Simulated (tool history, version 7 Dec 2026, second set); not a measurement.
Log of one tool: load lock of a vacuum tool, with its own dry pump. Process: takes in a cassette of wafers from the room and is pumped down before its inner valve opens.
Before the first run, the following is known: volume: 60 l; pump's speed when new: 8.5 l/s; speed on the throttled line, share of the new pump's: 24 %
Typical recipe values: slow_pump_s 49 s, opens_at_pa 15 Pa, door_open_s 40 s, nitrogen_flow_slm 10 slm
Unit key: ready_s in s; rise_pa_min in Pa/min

run    hour  slow_pump_s  opens_at_pa  door_open_s  nitrogen_flow_slm  incoming humidity of the room's air, %  ready_s  rise_pa_min
  1     0.0           49           15           40                 10                                    49.4    100.7        0.288
      125.7  -- door's seal changed, seat wiped
  2   223.7           49           15           40                 10                                    46.5    101.4        0.028
  3   440.1           49           15           40                 10                                    47.6    101.4        0.033
  4   787.2           49           15          182                 10                                    44.0    102.0        0.087
  5  1208.5           49           19          182                 10                                    42.7    100.7        0.088
  6  1479.3           49           19          182                  5                                    45.4    100.9        0.113
  7  1849.8           49           19          182                  5                                    47.8    100.7        0.129
  8  2066.6           49           15          197                 16                                    45.6    102.7        0.093
  9  2309.9           49           15          197                 16                                    45.9    102.4        0.094
 10  2628.7           49           24           33                 19                                    42.1     99.4        0.040
 11  2938.3           49           15           77                 22                                    47.4    104.0        0.058
 12  3387.9           54           15          232                 22                                    44.0    106.4        0.103

Predict each of these 4 candidate next runs independently; none follows another, all start after run 12:
  A  3781.9           54           12           42                 13                                    48.6        ?            ?
  B  3781.9           82           15           40                 10                                    45.0        ?            ?
  C  3781.9           49           14           69                 26                                    45.3        ?            ?
  D  3781.9           75           26          215                 22                                    44.9        ?            ?

run  ready_s  rise_pa_min
  A    107.1        0.063
  B    128.9        0.060
  C    103.6        0.067
  D    118.2        0.109
Had the tool no hidden state, the same runs would have come out as:
run  ready_s  rise_pa_min
  A    103.5        0.027
  B    125.9        0.023
  C    100.0        0.030
  D    115.3        0.073
